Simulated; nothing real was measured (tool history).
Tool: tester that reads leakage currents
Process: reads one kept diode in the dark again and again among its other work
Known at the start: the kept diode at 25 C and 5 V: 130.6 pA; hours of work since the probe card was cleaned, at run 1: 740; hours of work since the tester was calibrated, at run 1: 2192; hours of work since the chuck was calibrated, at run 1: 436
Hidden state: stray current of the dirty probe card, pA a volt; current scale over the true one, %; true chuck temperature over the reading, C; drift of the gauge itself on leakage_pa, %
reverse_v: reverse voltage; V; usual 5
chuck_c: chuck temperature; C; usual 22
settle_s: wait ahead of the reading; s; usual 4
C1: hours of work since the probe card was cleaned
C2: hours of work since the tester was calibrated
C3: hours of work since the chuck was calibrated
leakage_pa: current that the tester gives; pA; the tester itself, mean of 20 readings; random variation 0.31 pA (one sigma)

{"run": 1, "hour": 0.0, "reverse_v": 5, "chuck_c": 22, "settle_s": 4, "C1": 740, "C2": 2192, "C3": 436, "leakage_pa": 107.59}
{"run": 2, "hour": 67.9, "reverse_v": 5, "chuck_c": 22, "settle_s": 4, "C1": 784, "C2": 2236, "C3": 480, "leakage_pa": 108.27}
{"run": 3, "hour": 162.2, "reverse_v": 5, "chuck_c": 22, "settle_s": 4, "C1": 845, "C2": 2298, "C3": 542, "leakage_pa": 108.74}
{"run": 4, "hour": 216.2, "reverse_v": 5, "chuck_c": 22, "settle_s": 2.94, "C1": 881, "C2": 2333, "C3": 577, "leakage_pa": 110.68}
{"run": 5, "hour": 276.3, "reverse_v": 5, "chuck_c": 22, "settle_s": 2.94, "C1": 920, "C2": 2372, "C3": 616, "leakage_pa": 110.33}
{"run": 6, "hour": 320.6, "reverse_v": 5, "chuck_c": 22, "settle_s": 2.94, "C1": 949, "C2": 2401, "C3": 645, "leakage_pa": 110.99}
{"run": 7, "hour": 399.1, "reverse_v": 5, "chuck_c": 22, "settle_s": 2.94, "C1": 1000, "C2": 2452, "C3": 696, "leakage_pa": 111.3}
{"run": 8, "hour": 486.7, "reverse_v": 1.98, "chuck_c": 22, "settle_s": 4, "C1": 1057, "C2": 2509, "C3": 753, "leakage_pa": 65.11}
{"hour": 535.5, "done": "chuck's temperature calibrated"}
{"run": 9, "hour": 579.2, "reverse_v": 1.98, "chuck_c": 22, "settle_s": 4, "C1": 1115, "C2": 2568, "C3": 28, "leakage_pa": 58.9}
{"run": 10, "hour": 668.1, "reverse_v": 5, "chuck_c": 22, "settle_s": 4, "C1": 1173, "C2": 2626, "C3": 86, "leakage_pa": 102.17}
{"run": 11, "hour": 713.5, "reverse_v": 5, "chuck_c": 22, "settle_s": 4, "C1": 1203, "C2": 2655, "C3": 116, "leakage_pa": 103.21}
{"run": 12, "hour": 812.8, "reverse_v": 5, "chuck_c": 22, "settle_s": 4, "C1": 1267, "C2": 2720, "C3": 180, "leakage_pa": 103.75}
{"run": 13, "hour": 893.4, "reverse_v": 5, "chuck_c": 22, "settle_s": 4, "C1": 1320, "C2": 2772, "C3": 233, "leakage_pa": 104.99}
{"hour": 936.0, "done": "probe card cleaned and baked"}
{"run": 14, "hour": 939.0, "reverse_v": 1.36, "chuck_c": 22, "settle_s": 2.14, "C1": 2, "C2": 2800, "C3": 261, "leakage_pa": 48.27}
{"run": 15, "hour": 998.6, "reverse_v": 1.36, "chuck_c": 22, "settle_s": 2.14, "C1": 41, "C2": 2839, "C3": 299, "leakage_pa": 48.56}
{"run": 16, "hour": 1056.6, "reverse_v": 1.36, "chuck_c": 22, "settle_s": 2.14, "C1": 78, "C2": 2876, "C3": 337, "leakage_pa": 49.01}
{"run": 17, "hour": 1158.6, "reverse_v": 3.45, "chuck_c": 51, "settle_s": 4, "C1": 145, "C2": 2943, "C3": 403, "leakage_pa": 903.14}
{"run": 18, "hour": 1242.4, "reverse_v": 1.73, "chuck_c": 56, "settle_s": 0.68, "C1": 199, "C2": 2997, "C3": 458, "leakage_pa": 879.46}
{"run": 19, "hour": 1322.9, "reverse_v": 1.73, "chuck_c": 31, "settle_s": 0.54, "C1": 252, "C2": 3050, "C3": 510, "leakage_pa": 126.27}
{"run": 20, "hour": 1422.4, "reverse_v": 15.16, "chuck_c": 23, "settle_s": 0.54, "C1": 316, "C2": 3114, "C3": 575, "leakage_pa": 232.73}
{"run": 21, "hour": 1493.8, "reverse_v": 5, "chuck_c": 46, "settle_s": 1.39, "C1": 363, "C2": 3161, "C3": 622, "leakage_pa": 795.45}
{"run": 22, "hour": 1538.9, "reverse_v": 5, "chuck_c": 30, "settle_s": 4, "C1": 392, "C2": 3190, "C3": 651, "leakage_pa": 221.1}
{"run": 23, "hour": 1626.7, "reverse_v": 5, "chuck_c": 23, "settle_s": 6.45, "C1": 449, "C2": 3247, "C3": 708, "leakage_pa": 121.71}
{"run": 24, "hour": 1716.8, "reverse_v": 5, "chuck_c": 32, "settle_s": 2.05, "C1": 508, "C2": 3306, "C3": 767, "leakage_pa": 264.01}
{"hour": 1744.3, "done": "chuck's temperature calibrated"}
{"run": 25, "hour": 1774.3, "reverse_v": 5, "chuck_c": 32, "settle_s": 2.05, "C1": 544, "C2": 3342, "C3": 20, "leakage_pa": 240.32}
{"run": 26, "hour": 1836.2, "reverse_v": 9.3, "chuck_c": 28, "settle_s": 2.05, "C1": 584, "C2": 3382, "C3": 60, "leakage_pa": 248.53}

5 ways to go on from here, each from the tool as it stands after run 26. What would each give?
{"run": "A", "hour": 1910.2, "reverse_v": 1.77, "chuck_c": 33, "settle_s": 0.58, "C1": 633, "C2": 3431, "C3": 108, "leakage_pa": "?"}
{"run": "B", "hour": 1910.2, "reverse_v": 1.17, "chuck_c": 47, "settle_s": 2.05, "C1": 633, "C2": 3431, "C3": 108, "leakage_pa": "?"}
{"run": "C", "hour": 1910.2, "reverse_v": 9.57, "chuck_c": 31, "settle_s": 2.05, "C1": 633, "C2": 3431, "C3": 108, "leakage_pa": "?"}
{"run": "D", "hour": 1910.2, "reverse_v": 2.21, "chuck_c": 28, "settle_s": 2.08, "C1": 633, "C2": 3431, "C3": 108, "leakage_pa": "?"}
{"run": "E", "hour": 1910.2, "reverse_v": 3.72, "chuck_c": 59, "settle_s": 0.79, "C1": 633, "C2": 3431, "C3": 108, "leakage_pa": "?"}

run=A leakage_pa=143.82
run=B leakage_pa=343.57
run=C leakage_pa=328.63
run=D leakage_pa=107.01
run=E leakage_pa=1632.97
Without the tool's hidden state the same runs would have given:
run=A leakage_pa=141.6
run=B leakage_pa=338.69
run=C leakage_pa=322.88
run=D leakage_pa=105.24
run=E leakage_pa=1610.23
